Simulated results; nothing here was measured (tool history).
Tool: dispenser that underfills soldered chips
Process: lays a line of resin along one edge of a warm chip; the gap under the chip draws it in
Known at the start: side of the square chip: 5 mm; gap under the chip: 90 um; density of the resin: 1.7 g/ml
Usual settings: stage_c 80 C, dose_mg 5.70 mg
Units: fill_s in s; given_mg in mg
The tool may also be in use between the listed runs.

run 1 day=0.000 | stage_c=80 dose_mg=5.70 | fill_s=7.3 given_mg=5.60
-- day=0.075 dispensing valve cleaned and set on the balance
-- day=0.233 new syringe of resin
run 2 day=0.346 | stage_c=80 dose_mg=5.70 | fill_s=7.7 given_mg=5.68
-- day=0.550 new syringe of resin
run 3 day=0.683 | stage_c=80 dose_mg=5.70 | fill_s=8.1 given_mg=5.64
-- day=0.858 new syringe of resin
run 4 day=0.896 | stage_c=83 dose_mg=5.70 | fill_s=6.7 given_mg=5.66
-- day=1.162 new syringe of resin
run 5 day=1.292 | stage_c=80 dose_mg=7.39 | fill_s=8.0 given_mg=7.29
-- day=1.479 new syringe of resin
run 6 day=1.617 | stage_c=80 dose_mg=7.39 | fill_s=7.8 given_mg=7.27
-- day=1.783 new syringe of resin
run 7 day=1.879 | stage_c=89 dose_mg=5.70 | fill_s=6.2 given_mg=5.59
run 8 day=2.050 | stage_c=89 dose_mg=4.86 | fill_s=7.7 given_mg=4.81
-- day=2.088 new syringe of resin
run 9 day=2.225 | stage_c=67 dose_mg=5.70 | fill_s=11.7 given_mg=5.61
-- day=2.404 new syringe of resin
run 10 day=2.479 | stage_c=67 dose_mg=5.70 | fill_s=10.9 given_mg=5.60
-- day=2.717 new syringe of resin
run 11 day=2.858 | stage_c=67 dose_mg=5.70 | fill_s=11.7 given_mg=5.58
-- day=2.979 dispensing valve cleaned and set on the balance
-- day=3.083 new syringe of resin
run 12 day=3.262 | stage_c=80 dose_mg=5.01 | fill_s=9.0 given_mg=4.98
-- day=3.383 new syringe of resin
run 13 day=3.433 | stage_c=66 dose_mg=5.70 | fill_s=10.4 given_mg=5.70
-- day=3.688 new syringe of resin
run 14 day=3.725 | stage_c=81 dose_mg=4.96 | fill_s=6.5 given_mg=4.93
run 15 day=3.929 | stage_c=81 dose_mg=4.96 | fill_s=9.6 given_mg=4.92
-- day=4.000 new syringe of resin
run 16 day=4.221 | stage_c=77 dose_mg=6.86 | fill_s=9.3 given_mg=6.82
-- day=4.308 new syringe of resin
run 17 day=4.517 | stage_c=89 dose_mg=6.46 | fill_s=6.9 given_mg=6.39
-- day=4.612 new syringe of resin
run 18 day=4.838 | stage_c=92 dose_mg=6.46 | fill_s=6.3 given_mg=6.37
-- day=4.938 new syringe of resin
run 19 day=5.133 | stage_c=70 dose_mg=7.23 | fill_s=11.4 given_mg=7.11
-- day=5.250 new syringe of resin
run 20 day=5.462 | stage_c=85 dose_mg=5.29 | fill_s=7.3 given_mg=5.22
-- day=5.567 new syringe of resin
run 21 day=5.658 | stage_c=85 dose_mg=5.29 | fill_s=7.2 given_mg=5.19
run 22 day=5.838 | stage_c=89 dose_mg=4.81 | fill_s=7.8 given_mg=4.71
-- day=5.879 new syringe of resin
-- day=5.921 dispensing valve cleaned and set on the balance
-- day=6.233 new syringe of resin
run 23 day=6.279 | stage_c=89 dose_mg=4.81 | fill_s=5.8 given_mg=4.82

The same runs without the tool's hidden state, with the same run-to-run variation:
The hidden state here: resin's viscosity, % of fresh resin's; dose that the valve gives, % of what is set; true chip temperature over the reading, C; drift of the gauge itself on fill_s, %; drift of the gauge itself on given_mg, %.
run=1 fill_s=6.2 given_mg=5.70
run=2 fill_s=6.8 given_mg=5.72
run=3 fill_s=6.9 given_mg=5.68
run=4 fill_s=6.5 given_mg=5.71
run=5 fill_s=6.9 given_mg=7.38
run=6 fill_s=6.6 given_mg=7.37
run=7 fill_s=5.6 given_mg=5.68
run=8 fill_s=5.3 given_mg=4.89
run=9 fill_s=9.9 given_mg=5.71
run=10 fill_s=10.0 given_mg=5.71
run=11 fill_s=10.0 given_mg=5.70
run=12 fill_s=7.0 given_mg=5.00
run=13 fill_s=10.0 given_mg=5.72
run=14 fill_s=6.3 given_mg=4.95
run=15 fill_s=7.0 given_mg=4.96
run=16 fill_s=6.9 given_mg=6.88
run=17 fill_s=5.1 given_mg=6.45
run=18 fill_s=4.7 given_mg=6.45
run=19 fill_s=8.9 given_mg=7.21
run=20 fill_s=5.3 given_mg=5.30
run=21 fill_s=6.6 given_mg=5.28
run=22 fill_s=5.4 given_mg=4.81
run=23 fill_s=5.6 given_mg=4.82

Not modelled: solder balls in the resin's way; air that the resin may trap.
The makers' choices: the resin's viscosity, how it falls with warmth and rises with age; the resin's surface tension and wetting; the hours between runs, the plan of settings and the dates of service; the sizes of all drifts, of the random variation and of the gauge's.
